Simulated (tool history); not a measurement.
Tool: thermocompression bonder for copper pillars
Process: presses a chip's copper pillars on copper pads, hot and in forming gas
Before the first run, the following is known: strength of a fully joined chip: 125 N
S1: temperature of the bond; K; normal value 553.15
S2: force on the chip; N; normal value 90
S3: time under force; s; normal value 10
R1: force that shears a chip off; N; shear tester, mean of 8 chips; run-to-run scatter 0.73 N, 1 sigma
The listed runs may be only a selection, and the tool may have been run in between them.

run 1 hour=0 | S1=553.15 S2=90 S3=10 | R1=83.8
run 2 hour=44 | S1=553.15 S2=90 S3=9 | R1=82.5
run 3 hour=74 | S1=553.15 S2=90 S3=9 | R1=84.2
run 4 hour=92.2 | S1=553.15 S2=127 S3=10 | R1=104.2
run 5 hour=122.1 | S1=553.15 S2=127 S3=10 | R1=105
run 6 hour=140.7 | S1=553.15 S2=127 S3=13 | R1=107.9
run 7 hour=170 | S1=553.15 S2=127 S3=13 | R1=109.7
run 8 hour=188.3 | S1=553.15 S2=127 S3=13 | R1=108.4
run 9 hour=220.7 | S1=553.15 S2=127 S3=13 | R1=107.9
run 10 hour=247.1 | S1=553.15 S2=90 S3=10 | R1=83.6
run 11 hour=268.3 | S1=553.15 S2=90 S3=10 | R1=84.5
run 12 hour=291.9 | S1=553.15 S2=90 S3=10 | R1=83.5
run 13 hour=326.9 | S1=553.15 S2=90 S3=10 | R1=85.2
run 14 hour=353.7 | S1=553.15 S2=90 S3=10 | R1=84.8
run 15 hour=395.5 | S1=553.15 S2=90 S3=10 | R1=84.7
run 16 hour=423.2 | S1=553.15 S2=90 S3=10 | R1=83.9
run 17 hour=446.9 | S1=545.15 S2=124 S3=8 | R1=90.8
run 18 hour=478.7 | S1=558.15 S2=85 S3=10 | R1=85.7
run 19 hour=506.1 | S1=558.15 S2=85 S3=10 | R1=86.6
-- hour=529.6 forming gas filter changed
run 20 hour=531 | S1=547.15 S2=61 S3=10 | R1=56.8
run 21 hour=555.3 | S1=547.15 S2=62 S3=10 | R1=59.4
run 22 hour=598.1 | S1=551.15 S2=67 S3=10 | R1=64.5
run 23 hour=617 | S1=523.15 S2=72 S3=10 | R1=46.6
run 24 hour=652.4 | S1=575.15 S2=73 S3=20 | R1=103.5
run 25 hour=676.9 | S1=579.15 S2=101 S3=11 | R1=110
run 26 hour=711.3 | S1=579.15 S2=101 S3=11 | R1=111.3
run 27 hour=749 | S1=567.15 S2=59 S3=29 | R1=95.6
run 28 hour=776.4 | S1=567.15 S2=59 S3=29 | R1=95.9
run 29 hour=810.4 | S1=545.15 S2=98 S3=7 | R1=74.6

Consider 5 possible next runs. They are alternatives, not a sequence: every one starts from the tool as it was left by run 29. What does each give?
run A hour=853.4 | S1=540.15 S2=90 S3=10 | R1=?
run B hour=853.4 | S1=546.15 S2=65 S3=7 | R1=?
run C hour=853.4 | S1=533.15 S2=63 S3=8 | R1=?
run D hour=853.4 | S1=545.15 S2=112 S3=11 | R1=?
run E hour=853.4 | S1=545.15 S2=98 S3=8 | R1=?

run=A R1=73.7
run=B R1=52.7
run=C R1=43.7
run=D R1=91.2
run=E R1=77.8
Had the tool no hidden state, the same runs would have come out as:
run=A R1=74.1
run=B R1=53
run=C R1=43.9
run=D R1=91.7
run=E R1=78.3
